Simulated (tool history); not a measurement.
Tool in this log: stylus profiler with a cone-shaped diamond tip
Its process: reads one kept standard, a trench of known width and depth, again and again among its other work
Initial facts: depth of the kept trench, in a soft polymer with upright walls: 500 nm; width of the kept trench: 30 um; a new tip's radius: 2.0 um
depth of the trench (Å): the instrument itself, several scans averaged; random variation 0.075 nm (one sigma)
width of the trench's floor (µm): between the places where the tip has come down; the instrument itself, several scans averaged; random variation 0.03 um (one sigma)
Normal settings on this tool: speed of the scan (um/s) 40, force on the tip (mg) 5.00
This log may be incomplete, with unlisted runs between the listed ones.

| run | hour | speed of the scan (um/s) | force on the tip (mg) | depth of the trench (Å) | width of the trench's floor (µm) |
|---|---|---|---|---|---|
| 1 | 0.0 | 40 | 5.00 | 5144.4 | 26.45 |
| 2 | 26.1 | 50 | 5.00 | 5146.2 | 26.36 |
| 3 | 41.5 | 50 | 5.00 | 5146.8 | 26.38 |
| 4 | 59.1 | 44 | 5.00 | 5147.3 | 26.33 |
| 5 | 72.6 | 40 | 3.20 | 5111.1 | 26.39 |
| 6 | 90.5 | 127 | 5.00 | 5146.2 | 25.97 |
| 7 | 109.7 | 42 | 5.80 | 5161.0 | 26.41 |
| 8 | 129.2 | 29 | 10.56 | 5233.9 | 26.42 |
| 9 | 150.0 | 29 | 12.42 | 5258.3 | 26.43 |
| 10 | 173.2 | 29 | 12.42 | 5259.2 | 26.38 |

Estimate the outcome of run 11 from the log above:
|  | 204.5 | new tip fitted, height scale calibrated |
| 11 | 204.5 | 15 | 8.02 | ? | ? |

{"run 11": {"depth of the trench (Å)": 5183.6, "width of the trench's floor (µm)": 27.24}}
If the tool had no hidden condition, the same run with the same run-to-run variation would have returned depth of the trench (Å) 5182.9, width of the trench's floor (µm) 27.27.
